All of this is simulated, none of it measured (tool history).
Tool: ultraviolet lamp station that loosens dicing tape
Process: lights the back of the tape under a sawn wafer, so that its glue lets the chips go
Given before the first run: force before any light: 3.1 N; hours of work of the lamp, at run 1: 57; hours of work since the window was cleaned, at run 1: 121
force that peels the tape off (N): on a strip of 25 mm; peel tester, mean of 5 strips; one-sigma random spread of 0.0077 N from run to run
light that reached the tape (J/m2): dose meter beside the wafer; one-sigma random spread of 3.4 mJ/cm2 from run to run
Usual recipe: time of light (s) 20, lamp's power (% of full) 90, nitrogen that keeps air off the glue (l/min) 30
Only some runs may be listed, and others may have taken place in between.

run  hour  time of light (s)  lamp's power (% of full)  nitrogen that keeps air off the glue (l/min)  hours of work of the lamp  hours of work since the window was cleaned  force that peels the tape off (N)  light that reached the tape (J/m2)
  1     0                 20                        90                                            30                         57                                         121                              0.336                                5210
  2   9.1                 20                        90                                            13                         63                                         126                               0.56                                5160
  3  19.5                 20                        90                                            13                         69                                         132                              0.544                                5200
  4  26.4                 20                        90                                            57                         73                                         136                               0.23                                5280
  5  36.1                 20                        90                                            57                         79                                         142                              0.238                                5200
  6  40.7                 20                        90                                            57                         81                                         144                              0.249                                5250
  7  45.6                 20                        90                                            57                         84                                         147                              0.252                                5110
  8  51.6                 23                        67                                            32                         88                                         151                              0.427                                4480
  9  57.3                 13                        61                                            30                         91                                         154                              1.047                                2280
 10  64.6                 20                        98                                            37                         95                                         158                               0.25                                5570
 11  69.5                 30                        98                                            18                         98                                         161                              0.202                                8390
 12  80.3                 30                        98                                            18                        104                                         167                              0.195                                8320
 13  85.3                 24                        76                                            31                        107                                         170                              0.333                                5170
 14  89.9                 24                        76                                            31                        110                                         173                              0.328                                5160

Measured result minus the same run's result without the hidden state. Both carry the same run-to-run variation, though not necessarily the same gauge scatter:
Unlogged tool condition in this case: lamp's light, % of a new lamp's; light that the window lets through, % of a clean one's; drift of the gauge itself on peel_n, %; drift of the gauge itself on dose_mj_cm2, %.
run  force that peels the tape off (N)  light that reached the tape (J/m2)
  1                             +0.036                                -340
  2                             +0.055                                -350
  3                             +0.056                                -370
  4                             +0.027                                -380
  5                             +0.028                                -400
  6                             +0.029                                -410
  7                              +0.03                                -420
  8                             +0.054                                -370
  9                             +0.085                                -190
 10                             +0.035                                -490
 11                             +0.024                                -740
 12                             +0.026                                -770
 13                             +0.048                                -480
 14                              +0.05                                -490

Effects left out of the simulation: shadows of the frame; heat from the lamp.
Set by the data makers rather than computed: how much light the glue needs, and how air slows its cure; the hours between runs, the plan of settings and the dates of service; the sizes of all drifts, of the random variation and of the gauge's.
